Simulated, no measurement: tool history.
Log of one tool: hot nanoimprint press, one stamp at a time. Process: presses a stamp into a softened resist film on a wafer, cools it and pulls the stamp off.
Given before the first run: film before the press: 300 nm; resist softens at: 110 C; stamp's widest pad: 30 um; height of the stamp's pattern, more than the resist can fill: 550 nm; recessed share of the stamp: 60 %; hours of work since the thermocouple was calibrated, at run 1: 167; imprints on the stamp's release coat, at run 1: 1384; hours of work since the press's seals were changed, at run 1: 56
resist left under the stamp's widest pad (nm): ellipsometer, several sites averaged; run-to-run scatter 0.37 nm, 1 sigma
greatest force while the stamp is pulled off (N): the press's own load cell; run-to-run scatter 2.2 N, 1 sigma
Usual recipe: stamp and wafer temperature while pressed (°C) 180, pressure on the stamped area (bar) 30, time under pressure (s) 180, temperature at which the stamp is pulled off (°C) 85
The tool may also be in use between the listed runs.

| run | day | stamp and wafer temperature while pressed (°C) | pressure on the stamped area (bar) | time under pressure (s) | temperature at which the stamp is pulled off (°C) | hours of work since the thermocouple was calibrated | imprints on the stamp's release coat | hours of work since the press's seals were changed | resist left under the stamp's widest pad (nm) | greatest force while the stamp is pulled off (N) |
|---|---|---|---|---|---|---|---|---|---|---|
| 1 | 0 | 180 | 30 | 180 | 85 | 167 | 1384 | 56 | 109.7 | 229 |
| 2 | 0.65 | 180 | 30 | 180 | 85 | 175 | 1441 | 64 | 109.2 | 240 |
| 3 | 1.504 | 180 | 30 | 180 | 85 | 186 | 1517 | 74 | 109.7 | 232 |
| 4 | 2.588 | 180 | 30 | 180 | 85 | 199 | 1612 | 88 | 110.4 | 237 |
|  | 3.254 | stamp cleaned and given a new release coat |
| 5 | 4.025 | 180 | 30 | 180 | 85 | 213 | 68 | 102 | 110 | 202 |
| 6 | 5.121 | 180 | 30 | 180 | 85 | 227 | 165 | 115 | 110.6 | 201 |
| 7 | 5.842 | 180 | 30 | 180 | 85 | 235 | 228 | 124 | 110.1 | 212 |
|  | 6.1 | plate thermocouple calibrated |
| 8 | 6.967 | 180 | 30 | 180 | 70 | 11 | 317 | 136 | 112.5 | 254 |
| 9 | 8.5 | 180 | 30 | 180 | 70 | 29 | 452 | 155 | 112.4 | 255 |
| 10 | 9.779 | 190 | 30 | 180 | 70 | 45 | 565 | 170 | 78.3 | 260 |
| 11 | 11.312 | 177 | 20.9 | 135 | 80 | 63 | 700 | 189 | 162.1 | 233 |
| 12 | 12.746 | 180 | 40 | 189 | 85 | 81 | 826 | 206 | 97.2 | 220 |
| 13 | 14.162 | 180 | 43 | 180 | 71 | 98 | 951 | 224 | 96.1 | 259 |
|  | 15.071 | plate thermocouple calibrated, once more |
| 14 | 15.638 | 182 | 18.1 | 180 | 71 | 7 | 1070 | 240 | 125.1 | 266 |
| 15 | 16.817 | 182 | 18.1 | 180 | 71 | 21 | 1174 | 254 | 125.6 | 271 |
| 16 | 17.733 | 182 | 18.1 | 180 | 71 | 32 | 1255 | 265 | 125.3 | 272 |
| 17 | 18.483 | 180 | 30 | 180 | 88 | 41 | 1322 | 274 | 108.2 | 225 |
| 18 | 19.404 | 169 | 45.1 | 108 | 74 | 53 | 1403 | 286 | 167.8 | 270 |
| 19 | 20.379 | 169 | 45.1 | 108 | 74 | 64 | 1489 | 298 | 168.4 | 268 |

Predict each of these 5 candidate next runs independently; none follows another, all start after run 19:
| A | 21.217 | 173 | 34.2 | 180 | 78 | 75 | 1563 | 308 | ? | ? |
| B | 21.217 | 169 | 21.8 | 285 | 74 | 75 | 1563 | 308 | ? | ? |
| C | 21.217 | 174 | 45.1 | 216 | 71 | 75 | 1563 | 308 | ? | ? |
| D | 21.217 | 169 | 30 | 180 | 85 | 75 | 1563 | 308 | ? | ? |
| E | 21.217 | 169 | 45.1 | 235 | 74 | 75 | 1563 | 308 | ? | ? |

| run | resist left under the stamp's widest pad (nm) | greatest force while the stamp is pulled off (N) |
|---|---|---|
| A | 133.9 | 263 |
| B | 158.1 | 272 |
| C | 107 | 284 |
| D | 164.3 | 236 |
| E | 126.4 | 269 |
Without the tool's unlogged condition, the same runs would have read:
| run | resist left under the stamp's widest pad (nm) | greatest force while the stamp is pulled off (N) |
|---|---|---|
| A | 132.6 | 223 |
| B | 157.1 | 231 |
| C | 105.7 | 242 |
| D | 163.1 | 201 |
| E | 124.9 | 229 |
